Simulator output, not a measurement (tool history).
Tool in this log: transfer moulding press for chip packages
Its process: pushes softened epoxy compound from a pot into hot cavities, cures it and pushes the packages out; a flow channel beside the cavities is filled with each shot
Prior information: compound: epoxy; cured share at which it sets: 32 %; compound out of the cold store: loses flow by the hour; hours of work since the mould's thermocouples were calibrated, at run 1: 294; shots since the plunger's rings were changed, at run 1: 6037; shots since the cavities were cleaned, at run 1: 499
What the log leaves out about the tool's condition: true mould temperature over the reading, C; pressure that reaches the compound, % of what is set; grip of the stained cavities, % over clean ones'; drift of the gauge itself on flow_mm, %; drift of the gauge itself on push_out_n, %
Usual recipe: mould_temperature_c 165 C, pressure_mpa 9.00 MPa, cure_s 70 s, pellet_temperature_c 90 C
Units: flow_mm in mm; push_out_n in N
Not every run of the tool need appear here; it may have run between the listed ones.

run,hour,mould_temperature_c,pressure_mpa,cure_s,pellet_temperature_c,hours of work since the mould's thermocouples were calibrated,shots since the plunger's rings were changed,shots since the cavities were cleaned,incoming compound's hours out of the cold store,flow_mm,push_out_n
1,0.0,165,9.00,70,90,294,6037,499,37.6,887,816
# hour 4.7: plunger's sealing rings changed
2,21.3,165,9.00,70,90,304,185,709,46.0,893,893
# hour 30.4: cavities cleaned with cleaning compound and waxed
3,52.7,165,8.29,70,90,319,519,249,26.8,938,678
4,83.8,165,8.29,70,90,336,866,596,21.7,962,891
5,98.7,165,8.29,70,90,344,1032,762,14.1,997,964
# hour 102.0: cavities cleaned with cleaning compound and waxed
6,126.6,165,8.29,70,90,358,1327,275,45.1,854,667
7,144.8,165,9.00,99,90,367,1531,479,34.5,931,670
# hour 175.6: cavities cleaned with cleaning compound and waxed
8,175.6,165,9.00,70,90,383,1858,0,13.6,1041,461
9,200.3,165,9.00,70,90,395,2133,275,13.9,1031,738
10,226.3,165,9.00,70,90,409,2424,566,12.0,1033,886
# hour 248.8: cavities cleaned with cleaning compound and waxed
11,256.1,167,9.00,62,84,424,2740,81,25.2,959,595
12,288.4,169,8.18,74,80,441,3101,442,47.3,815,645
# hour 293.3: mould's thermocouples calibrated
13,309.4,169,8.18,74,80,8,3313,654,31.4,876,763
# hour 323.4: cavities cleaned with cleaning compound and waxed
14,332.9,163,8.18,74,80,20,3558,106,45.2,852,596
# hour 352.3: mould's thermocouples calibrated, once more
15,368.1,163,8.18,74,80,8,3929,477,19.9,952,851
16,393.0,163,8.96,103,93,21,4207,755,24.2,965,752
# hour 396.4: cavities cleaned with cleaning compound and waxed
17,418.6,163,8.96,103,93,34,4477,249,33.6,923,558

3 options for the next run, each taken on its own from the tool as it stands now. Forecast them:
A,441.6,165,9.00,51,90,46,4733,505,32.8,?,?
B,441.6,158,8.96,103,93,46,4733,505,47.3,?,?
C,441.6,163,8.88,56,92,46,4733,505,40.6,?,?

run,flow_mm,push_out_n
A,911,1490
B,887,716
C,886,1345
Stripped of hidden state, with their random variation kept, the same runs would have yielded:
run,flow_mm,push_out_n
A,951,835
B,926,398
C,925,753
